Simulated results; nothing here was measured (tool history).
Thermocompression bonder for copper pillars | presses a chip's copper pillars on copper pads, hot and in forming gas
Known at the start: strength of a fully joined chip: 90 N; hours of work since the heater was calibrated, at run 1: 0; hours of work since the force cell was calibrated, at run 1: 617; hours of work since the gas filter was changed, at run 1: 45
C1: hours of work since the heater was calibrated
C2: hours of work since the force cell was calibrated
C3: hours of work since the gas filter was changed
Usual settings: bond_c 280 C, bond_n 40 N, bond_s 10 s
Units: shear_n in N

run 1 hour=0 | bond_c=280 bond_n=40 bond_s=10 | C1=0 C2=617 C3=45 | shear_n=56.3
run 2 hour=41.1 | bond_c=280 bond_n=40 bond_s=10 | C1=30 C2=648 C3=75 | shear_n=56.7
run 3 hour=83.5 | bond_c=280 bond_n=40 bond_s=10 | C1=62 C2=679 C3=106 | shear_n=54.3
run 4 hour=126.9 | bond_c=280 bond_n=40 bond_s=10 | C1=94 C2=711 C3=139 | shear_n=53.2
run 5 hour=163.9 | bond_c=280 bond_n=50 bond_s=10 | C1=121 C2=738 C3=166 | shear_n=59.3
run 6 hour=189.8 | bond_c=280 bond_n=50 bond_s=10 | C1=140 C2=758 C3=185 | shear_n=58.4
-- hour=231.5 forming gas filter changed
run 7 hour=253.6 | bond_c=280 bond_n=40 bond_s=10 | C1=187 C2=804 C3=16 | shear_n=57.7
run 8 hour=291 | bond_c=272 bond_n=40 bond_s=10 | C1=215 C2=832 C3=44 | shear_n=54.1
run 9 hour=341.1 | bond_c=272 bond_n=40 bond_s=5 | C1=252 C2=869 C3=81 | shear_n=41.4
run 10 hour=379.6 | bond_c=280 bond_n=40 bond_s=10 | C1=280 C2=898 C3=110 | shear_n=55.3
run 11 hour=432.6 | bond_c=253 bond_n=40 bond_s=10 | C1=320 C2=937 C3=149 | shear_n=41.6
run 12 hour=486.4 | bond_c=253 bond_n=40 bond_s=10 | C1=359 C2=977 C3=189 | shear_n=38.7
-- hour=526.9 forming gas filter changed
run 13 hour=543 | bond_c=253 bond_n=40 bond_s=10 | C1=401 C2=1018 C3=12 | shear_n=45.8
run 14 hour=601.7 | bond_c=253 bond_n=40 bond_s=10 | C1=444 C2=1061 C3=55 | shear_n=43.5
run 15 hour=628 | bond_c=253 bond_n=40 bond_s=10 | C1=464 C2=1081 C3=75 | shear_n=43
run 16 hour=674.8 | bond_c=253 bond_n=40 bond_s=10 | C1=498 C2=1116 C3=109 | shear_n=42.6
run 17 hour=708.6 | bond_c=253 bond_n=40 bond_s=10 | C1=523 C2=1141 C3=134 | shear_n=41.7
run 18 hour=767.5 | bond_c=280 bond_n=39 bond_s=10 | C1=567 C2=1184 C3=178 | shear_n=55
-- hour=818.7 forming gas filter changed
run 19 hour=827.7 | bond_c=280 bond_n=39 bond_s=10 | C1=611 C2=1228 C3=7 | shear_n=60.3
run 20 hour=886 | bond_c=280 bond_n=40 bond_s=10 | C1=654 C2=1271 C3=50 | shear_n=58.5
-- hour=897.1 heater calibrated with a thermocouple chip
run 21 hour=950.8 | bond_c=280 bond_n=24 bond_s=6 | C1=40 C2=1318 C3=96 | shear_n=30.8
run 22 hour=996.8 | bond_c=267 bond_n=33 bond_s=10 | C1=74 C2=1352 C3=130 | shear_n=41.9
run 23 hour=1054.8 | bond_c=251 bond_n=29 bond_s=10 | C1=117 C2=1395 C3=173 | shear_n=28.6
-- hour=1114.1 forming gas filter changed
run 24 hour=1116.1 | bond_c=280 bond_n=57 bond_s=10 | C1=162 C2=1440 C3=1 | shear_n=69.4
-- hour=1126 force cell calibrated
run 25 hour=1144.2 | bond_c=286 bond_n=57 bond_s=10 | C1=181 C2=13 C3=21 | shear_n=74
run 26 hour=1192 | bond_c=286 bond_n=57 bond_s=10 | C1=217 C2=49 C3=56 | shear_n=72.3
run 27 hour=1249.5 | bond_c=254 bond_n=57 bond_s=10 | C1=259 C2=91 C3=99 | shear_n=56.1
run 28 hour=1292.8 | bond_c=254 bond_n=57 bond_s=10 | C1=291 C2=123 C3=131 | shear_n=53.9
run 29 hour=1340.5 | bond_c=254 bond_n=57 bond_s=9 | C1=326 C2=159 C3=166 | shear_n=52.5
run 30 hour=1368.5 | bond_c=254 bond_n=57 bond_s=9 | C1=347 C2=179 C3=187 | shear_n=50.6
-- hour=1411.2 forming gas filter changed
run 31 hour=1421.7 | bond_c=254 bond_n=57 bond_s=9 | C1=386 C2=218 C3=8 | shear_n=56.3
run 32 hour=1460.8 | bond_c=254 bond_n=57 bond_s=9 | C1=415 C2=247 C3=37 | shear_n=55.8
run 33 hour=1495.2 | bond_c=293 bond_n=30 bond_s=10 | C1=440 C2=273 C3=62 | shear_n=56.3
run 34 hour=1558.1 | bond_c=273 bond_n=39 bond_s=12 | C1=487 C2=319 C3=109 | shear_n=57.2
run 35 hour=1621.8 | bond_c=291 bond_n=44 bond_s=10 | C1=534 C2=366 C3=156 | shear_n=63.5
run 36 hour=1650.6 | bond_c=261 bond_n=48 bond_s=28 | C1=555 C2=388 C3=177 | shear_n=67
-- hour=1705.9 forming gas filter changed
run 37 hour=1713.3 | bond_c=305 bond_n=26 bond_s=28 | C1=601 C2=434 C3=6 | shear_n=73.1
run 38 hour=1746.1 | bond_c=284 bond_n=50 bond_s=28 | C1=626 C2=458 C3=30 | shear_n=83.3
run 39 hour=1775.5 | bond_c=264 bond_n=41 bond_s=11 | C1=647 C2=480 C3=51 | shear_n=55.3

3 ways to go on from here, each from the tool as it stands after run 39. What would each give?
-- hour=1799.9 heater calibrated with a thermocouple chip
run A hour=1838.7 | bond_c=302 bond_n=52 bond_s=16 | C1=29 C2=525 C3=97 | shear_n=?
-- hour=1799.9 heater calibrated with a thermocouple chip
run B hour=1838.7 | bond_c=264 bond_n=41 bond_s=28 | C1=29 C2=525 C3=97 | shear_n=?
-- hour=1799.9 heater calibrated with a thermocouple chip
run C hour=1838.7 | bond_c=255 bond_n=42 bond_s=11 | C1=29 C2=525 C3=97 | shear_n=?

run=A shear_n=76.7
run=B shear_n=63.7
run=C shear_n=46.2
Without the tool's hidden state the same runs would have given:
run=A shear_n=81.3
run=B shear_n=67.6
run=C shear_n=49.1
